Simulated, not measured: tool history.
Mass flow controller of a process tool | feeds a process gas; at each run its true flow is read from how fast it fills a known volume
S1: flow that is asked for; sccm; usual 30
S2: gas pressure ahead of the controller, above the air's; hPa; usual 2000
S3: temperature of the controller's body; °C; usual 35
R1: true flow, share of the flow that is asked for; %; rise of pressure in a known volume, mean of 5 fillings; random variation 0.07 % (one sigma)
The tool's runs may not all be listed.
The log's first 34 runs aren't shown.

run,hour,S1,S2,S3,R1
35,2201.4,46,2270,35,98.12
36,2281.0,80,2220,28,99.03
37,2364.2,99,2000,35,99.71
38,2419.2,11,1850,35,95.38
39,2471.7,11,1850,35,95.31
40,2513.3,51,2170,35,98.27
41,2574.8,37,2630,37,97.61
42,2643.8,30,1510,20,97.06
43,2701.0,60,1510,24,98.34
44,2787.3,54,1900,22,98.00
45,2841.9,54,1900,20,98.02
46,2899.1,54,1900,20,98.11
47,2987.4,54,1900,20,98.09

Forecast each of these 3 alternatives for the next run:
A,3035.6,30,2000,33,?
B,3035.6,54,1570,20,?
C,3035.6,11,1770,29,?

run,R1
A,97.23
B,98.12
C,94.83
Without the tool's hidden state the same runs would have given:
run,R1
A,98.58
B,98.96
C,98.19

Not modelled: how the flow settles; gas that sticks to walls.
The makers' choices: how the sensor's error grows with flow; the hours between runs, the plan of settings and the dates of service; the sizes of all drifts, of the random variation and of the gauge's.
